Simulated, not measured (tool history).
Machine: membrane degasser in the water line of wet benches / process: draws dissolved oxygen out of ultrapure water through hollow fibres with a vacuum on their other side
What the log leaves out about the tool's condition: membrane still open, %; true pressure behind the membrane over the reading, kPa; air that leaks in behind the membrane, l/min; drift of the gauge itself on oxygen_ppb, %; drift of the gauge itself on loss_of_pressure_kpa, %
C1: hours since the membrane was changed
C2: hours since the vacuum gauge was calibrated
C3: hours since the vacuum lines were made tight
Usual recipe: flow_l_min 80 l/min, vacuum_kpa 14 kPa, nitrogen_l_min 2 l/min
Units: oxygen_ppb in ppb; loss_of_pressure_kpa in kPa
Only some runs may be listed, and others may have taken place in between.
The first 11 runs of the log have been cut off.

Run 12, hour 1309.6: usual settings; C1 1829; C2 6213; C3 3213. Result: oxygen_ppb 835.8 ppb, loss_of_pressure_kpa 51.72 kPa.
Run 13, hour 1385.6: usual settings; C1 1905; C2 6289; C3 3289. Result: oxygen_ppb 834.4 ppb, loss_of_pressure_kpa 52.3 kPa.
Run 14, hour 1458.7: usual settings; C1 1978; C2 6362; C3 3362. Result: oxygen_ppb 833.9 ppb, loss_of_pressure_kpa 52.28 kPa.
Run 15, hour 1585.7: usual settings but vacuum_kpa 9.1 kPa; C1 2105; C2 6489; C3 3489. Result: oxygen_ppb 492.3 ppb, loss_of_pressure_kpa 52.1 kPa.
Run 16, hour 1677.3: usual settings but vacuum_kpa 9.1 kPa; C1 2196; C2 6580; C3 3581. Result: oxygen_ppb 492 ppb, loss_of_pressure_kpa 52.35 kPa.
At hour 1710.6: vacuum gauge calibrated.
Run 17, hour 1831.8: usual settings but vacuum_kpa 9.1 kPa; C1 2350; C2 121; C3 3735. Result: oxygen_ppb 475.1 ppb, loss_of_pressure_kpa 52.41 kPa.
Run 18, hour 1982.9: usual settings but flow_l_min 49 l/min, vacuum_kpa 15.2 kPa, nitrogen_l_min 4.36 l/min; C1 2502; C2 272; C3 3886. Result: oxygen_ppb 314.5 ppb, loss_of_pressure_kpa 31.95 kPa.
Run 19, hour 2073.2: usual settings but flow_l_min 49 l/min, vacuum_kpa 15.2 kPa, nitrogen_l_min 4.36 l/min; C1 2592; C2 363; C3 3976. Result: oxygen_ppb 314.8 ppb, loss_of_pressure_kpa 32.01 kPa.
Run 20, hour 2211.4: usual settings but flow_l_min 100 l/min, vacuum_kpa 10.2 kPa, nitrogen_l_min 3.61 l/min; C1 2730; C2 501; C3 4115. Result: oxygen_ppb 437.1 ppb, loss_of_pressure_kpa 65.76 kPa.
Run 21, hour 2366.6: usual settings but flow_l_min 95 l/min, vacuum_kpa 15.2 kPa, nitrogen_l_min 2.38 l/min; C1 2885; C2 656; C3 4270. Result: oxygen_ppb 909.1 ppb, loss_of_pressure_kpa 62.57 kPa.
Run 22, hour 2504.1: usual settings but flow_l_min 54 l/min, vacuum_kpa 10.5 kPa, nitrogen_l_min 2.2 l/min; C1 3023; C2 794; C3 4407. Result: oxygen_ppb 385.1 ppb, loss_of_pressure_kpa 35.64 kPa.
Run 23, hour 2671.7: usual settings but flow_l_min 54 l/min, vacuum_kpa 10.5 kPa, nitrogen_l_min 2.2 l/min; C1 3190; C2 961; C3 4575. Result: oxygen_ppb 387.1 ppb, loss_of_pressure_kpa 35.63 kPa.
Run 24, hour 2773.8: usual settings but flow_l_min 54 l/min, vacuum_kpa 10.5 kPa, nitrogen_l_min 2.2 l/min; C1 3292; C2 1063; C3 4677. Result: oxygen_ppb 386.4 ppb, loss_of_pressure_kpa 35.6 kPa.
At hour 2821.9: seals of the vacuum lines changed.
Run 25, hour 2919.8: usual settings but flow_l_min 64 l/min, vacuum_kpa 28.8 kPa; C1 3436; C2 1207; C3 98. Result: oxygen_ppb 1464.1 ppb, loss_of_pressure_kpa 42.3 kPa.
Run 26, hour 3014: usual settings but flow_l_min 87 l/min, vacuum_kpa 17.6 kPa, nitrogen_l_min 1.16 l/min; C1 3531; C2 1301; C3 192. Result: oxygen_ppb 1610.6 ppb, loss_of_pressure_kpa 57.4 kPa.
Run 27, hour 3115.5: usual settings but flow_l_min 103 l/min, vacuum_kpa 28.2 kPa, nitrogen_l_min 0.84 l/min; C1 3632; C2 1403; C3 294. Result: oxygen_ppb 3209.3 ppb, loss_of_pressure_kpa 67.97 kPa.
Run 28, hour 3262.6: usual settings but nitrogen_l_min 2.93 l/min; C1 3779; C2 1550; C3 441. Result: oxygen_ppb 617.4 ppb, loss_of_pressure_kpa 52.89 kPa.
Run 29, hour 3363.8: usual settings but flow_l_min 64 l/min, nitrogen_l_min 2.41 l/min; C1 3880; C2 1651; C3 542. Result: oxygen_ppb 596.5 ppb, loss_of_pressure_kpa 42.38 kPa.
Run 30, hour 3489.2: usual settings but flow_l_min 114 l/min, nitrogen_l_min 4.51 l/min; C1 4006; C2 1777; C3 667. Result: oxygen_ppb 609.6 ppb, loss_of_pressure_kpa 75.68 kPa.
Run 31, hour 3618.6: usual settings but flow_l_min 124 l/min, vacuum_kpa 21.5 kPa, nitrogen_l_min 1.48 l/min; C1 4135; C2 1906; C3 797. Result: oxygen_ppb 2107.2 ppb, loss_of_pressure_kpa 81.87 kPa.
Run 32, hour 3765.4: usual settings but flow_l_min 124 l/min, vacuum_kpa 21.5 kPa, nitrogen_l_min 1.48 l/min; C1 4282; C2 2053; C3 943. Result: oxygen_ppb 2106 ppb, loss_of_pressure_kpa 82.58 kPa.
Run 33, hour 3903.6: usual settings but vacuum_kpa 10.9 kPa, nitrogen_l_min 0.85 l/min; C1 4420; C2 2191; C3 1082. Result: oxygen_ppb 1076.1 ppb, loss_of_pressure_kpa 53.02 kPa.

Branching from run 33: 3 alternative next runs. What would each branch give?
Run A, hour 4072.2: usual settings but flow_l_min 84 l/min, vacuum_kpa 23.9 kPa, nitrogen_l_min 2.31 l/min; C1 4589; C2 2360; C3 1250. Result: oxygen_ppb ?, loss_of_pressure_kpa ?.
Run B, hour 4072.2: usual settings but flow_l_min 72 l/min; C1 4589; C2 2360; C3 1250. Result: oxygen_ppb ?, loss_of_pressure_kpa ?.
Run C, hour 4072.2: usual settings but vacuum_kpa 19.5 kPa; C1 4589; C2 2360; C3 1250. Result: oxygen_ppb ?, loss_of_pressure_kpa ?.

run  oxygen_ppb  loss_of_pressure_kpa
  A      1354.2                 56.14
  B         760                 47.97
  C      1182.3                 53.58
Had the tool no hidden state, the same runs would have come out as:
run  oxygen_ppb  loss_of_pressure_kpa
  A      1346.1                 54.33
  B       752.1                 46.42
  C      1174.1                 51.86
